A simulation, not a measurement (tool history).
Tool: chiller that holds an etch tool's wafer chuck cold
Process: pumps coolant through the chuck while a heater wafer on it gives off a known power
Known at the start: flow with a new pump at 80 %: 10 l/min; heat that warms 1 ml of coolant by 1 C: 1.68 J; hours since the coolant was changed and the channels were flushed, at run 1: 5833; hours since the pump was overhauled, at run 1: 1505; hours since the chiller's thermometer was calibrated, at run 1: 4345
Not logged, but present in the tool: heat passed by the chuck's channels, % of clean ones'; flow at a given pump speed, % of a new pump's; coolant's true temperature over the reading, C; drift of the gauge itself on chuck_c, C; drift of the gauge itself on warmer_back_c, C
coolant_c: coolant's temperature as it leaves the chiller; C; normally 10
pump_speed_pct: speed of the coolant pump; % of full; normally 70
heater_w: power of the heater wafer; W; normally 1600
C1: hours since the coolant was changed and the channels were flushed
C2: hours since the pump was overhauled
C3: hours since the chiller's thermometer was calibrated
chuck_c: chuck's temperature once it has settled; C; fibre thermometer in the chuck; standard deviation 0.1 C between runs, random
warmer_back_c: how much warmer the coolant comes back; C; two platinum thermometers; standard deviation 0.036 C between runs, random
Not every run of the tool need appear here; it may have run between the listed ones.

{"run": 1, "hour": 0.0, "coolant_c": 10, "pump_speed_pct": 70, "heater_w": 1600, "C1": 5833, "C2": 1505, "C3": 4345, "chuck_c": 32.7, "warmer_back_c": 6.6}
{"run": 2, "hour": 52.0, "coolant_c": 10, "pump_speed_pct": 70, "heater_w": 851, "C1": 5885, "C2": 1557, "C3": 4397, "chuck_c": 22.1, "warmer_back_c": 3.54}
{"run": 3, "hour": 102.5, "coolant_c": 7, "pump_speed_pct": 70, "heater_w": 1600, "C1": 5935, "C2": 1608, "C3": 4447, "chuck_c": 29.8, "warmer_back_c": 6.72}
{"run": 4, "hour": 139.0, "coolant_c": 7, "pump_speed_pct": 70, "heater_w": 1600, "C1": 5972, "C2": 1644, "C3": 4484, "chuck_c": 29.9, "warmer_back_c": 6.67}
{"hour": 177.9, "done": "chiller's thermometer calibrated"}
{"run": 5, "hour": 180.1, "coolant_c": 7, "pump_speed_pct": 70, "heater_w": 1600, "C1": 6012, "C2": 1684, "C3": 2, "chuck_c": 29.9, "warmer_back_c": 6.63}
{"run": 6, "hour": 216.4, "coolant_c": 7, "pump_speed_pct": 70, "heater_w": 1600, "C1": 6048, "C2": 1721, "C3": 39, "chuck_c": 29.7, "warmer_back_c": 6.67}
{"run": 7, "hour": 249.5, "coolant_c": 8, "pump_speed_pct": 70, "heater_w": 1600, "C1": 6081, "C2": 1754, "C3": 72, "chuck_c": 30.6, "warmer_back_c": 6.67}
{"run": 8, "hour": 303.0, "coolant_c": 8, "pump_speed_pct": 70, "heater_w": 1600, "C1": 6135, "C2": 1807, "C3": 125, "chuck_c": 30.8, "warmer_back_c": 6.7}
{"run": 9, "hour": 354.4, "coolant_c": 8, "pump_speed_pct": 70, "heater_w": 1600, "C1": 6186, "C2": 1859, "C3": 176, "chuck_c": 30.4, "warmer_back_c": 6.65}
{"run": 10, "hour": 406.0, "coolant_c": 10, "pump_speed_pct": 80, "heater_w": 1600, "C1": 6238, "C2": 1910, "C3": 228, "chuck_c": 30.2, "warmer_back_c": 5.72}
{"run": 11, "hour": 452.3, "coolant_c": 10, "pump_speed_pct": 80, "heater_w": 1600, "C1": 6284, "C2": 1956, "C3": 274, "chuck_c": 30.4, "warmer_back_c": 5.68}
{"run": 12, "hour": 481.3, "coolant_c": 10, "pump_speed_pct": 80, "heater_w": 1600, "C1": 6313, "C2": 1985, "C3": 303, "chuck_c": 30.1, "warmer_back_c": 5.72}
{"run": 13, "hour": 524.2, "coolant_c": 13, "pump_speed_pct": 70, "heater_w": 1600, "C1": 6356, "C2": 2028, "C3": 346, "chuck_c": 35.6, "warmer_back_c": 6.65}
{"run": 14, "hour": 556.3, "coolant_c": 13, "pump_speed_pct": 70, "heater_w": 1600, "C1": 6388, "C2": 2060, "C3": 378, "chuck_c": 35.6, "warmer_back_c": 6.64}
{"run": 15, "hour": 609.9, "coolant_c": 13, "pump_speed_pct": 70, "heater_w": 1600, "C1": 6441, "C2": 2114, "C3": 432, "chuck_c": 35.6, "warmer_back_c": 6.59}
{"run": 16, "hour": 635.7, "coolant_c": 13, "pump_speed_pct": 70, "heater_w": 1600, "C1": 6467, "C2": 2140, "C3": 458, "chuck_c": 35.7, "warmer_back_c": 6.67}
{"run": 17, "hour": 659.5, "coolant_c": 10, "pump_speed_pct": 70, "heater_w": 846, "C1": 6491, "C2": 2164, "C3": 482, "chuck_c": 22, "warmer_back_c": 3.49}
{"run": 18, "hour": 701.6, "coolant_c": 10, "pump_speed_pct": 98, "heater_w": 1120, "C1": 6533, "C2": 2206, "C3": 524, "chuck_c": 21.7, "warmer_back_c": 3.11}
{"run": 19, "hour": 757.3, "coolant_c": 10, "pump_speed_pct": 98, "heater_w": 1120, "C1": 6589, "C2": 2261, "C3": 579, "chuck_c": 21.5, "warmer_back_c": 3.18}
{"run": 20, "hour": 797.1, "coolant_c": 10, "pump_speed_pct": 98, "heater_w": 1120, "C1": 6629, "C2": 2301, "C3": 619, "chuck_c": 21.5, "warmer_back_c": 3.18}
{"run": 21, "hour": 831.4, "coolant_c": 10, "pump_speed_pct": 61, "heater_w": 1120, "C1": 6663, "C2": 2336, "C3": 653, "chuck_c": 28.1, "warmer_back_c": 5.43}
{"run": 22, "hour": 854.4, "coolant_c": 10, "pump_speed_pct": 61, "heater_w": 1120, "C1": 6686, "C2": 2359, "C3": 676, "chuck_c": 28, "warmer_back_c": 5.46}
{"run": 23, "hour": 906.6, "coolant_c": 15, "pump_speed_pct": 77, "heater_w": 917, "C1": 6738, "C2": 2411, "C3": 729, "chuck_c": 27, "warmer_back_c": 3.42}

Run 24 has not been measured yet. What should we expect?
{"run": 24, "hour": 930.3, "coolant_c": 18, "pump_speed_pct": 78, "heater_w": 1715, "C1": 6762, "C2": 2434, "C3": 752, "chuck_c": "?", "warmer_back_c": "?"}

{"run 24": {"chuck_c": 40, "warmer_back_c": 6.31}}
With no hidden state in the tool, this same run would have given chuck_c 40 C, warmer_back_c 6.3 C.

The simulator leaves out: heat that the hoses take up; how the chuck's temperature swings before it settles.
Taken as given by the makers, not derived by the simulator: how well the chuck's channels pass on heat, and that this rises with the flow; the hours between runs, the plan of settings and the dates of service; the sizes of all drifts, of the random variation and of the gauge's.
